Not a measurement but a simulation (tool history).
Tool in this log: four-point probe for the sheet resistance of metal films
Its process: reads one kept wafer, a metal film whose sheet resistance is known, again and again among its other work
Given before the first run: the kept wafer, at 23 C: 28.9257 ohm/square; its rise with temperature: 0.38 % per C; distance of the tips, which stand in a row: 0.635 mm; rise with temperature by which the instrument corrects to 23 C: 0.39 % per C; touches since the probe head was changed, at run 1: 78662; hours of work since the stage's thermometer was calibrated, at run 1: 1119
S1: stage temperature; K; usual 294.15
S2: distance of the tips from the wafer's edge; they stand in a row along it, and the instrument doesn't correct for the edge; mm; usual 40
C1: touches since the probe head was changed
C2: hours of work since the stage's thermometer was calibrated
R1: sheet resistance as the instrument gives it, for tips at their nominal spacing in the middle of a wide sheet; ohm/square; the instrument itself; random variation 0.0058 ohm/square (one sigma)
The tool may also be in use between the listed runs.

run     day      S1  S2      C1    C2         R1
  1       0  294.15  40   78662  1119  28.863486
  2   0.946  294.15  55   79857  1136  28.854684
  3   2.062  294.15  55   81265  1157  28.855936
  4   3.238  294.15  40   82751  1179  28.862082
  5   4.475  294.15  40   84311  1202  28.853786
  6   5.321  294.15  40   85378  1218  28.852302
      5.508  -- stage's thermometer calibrated
  7   6.458  297.15  40   86789    18  28.865416
  8   7.579  297.15  40   88205    39  28.871188
  9   8.288  297.15  40   89095    52  28.867579
 10   9.188  297.15  10   90233    69   28.91955
 11  10.279  297.15  10   91611    89  28.916552
 12  11.383  297.15  10   93004   110  28.929552
 13  12.192  297.15  10   94027   125  28.920213
 14  13.033  297.15  10   95089   140  28.924874
 15  14.183  299.15  13   96543   162  28.893288
 16   15.15  301.15  10   97758   180  28.918048
 17  15.788  302.15  30   98565   192  28.853282
 18  16.738  304.15   6   99765   210  29.024634
 19  18.271  305.15  44  101703   238  28.842397
 20  19.517  305.15  44  103271   261  28.848336
 21  20.325  297.15  13  104294   277    28.9019
 22  20.983  298.15  64  105124   289   28.85688

Predict the results of run 23:
 23  21.967  296.15  33  106368  307   ?

{"run 23": {"R1": 28.873389}}
Minus the tool's unlogged condition, the same run would have read R1 28.932036 ohm/square.
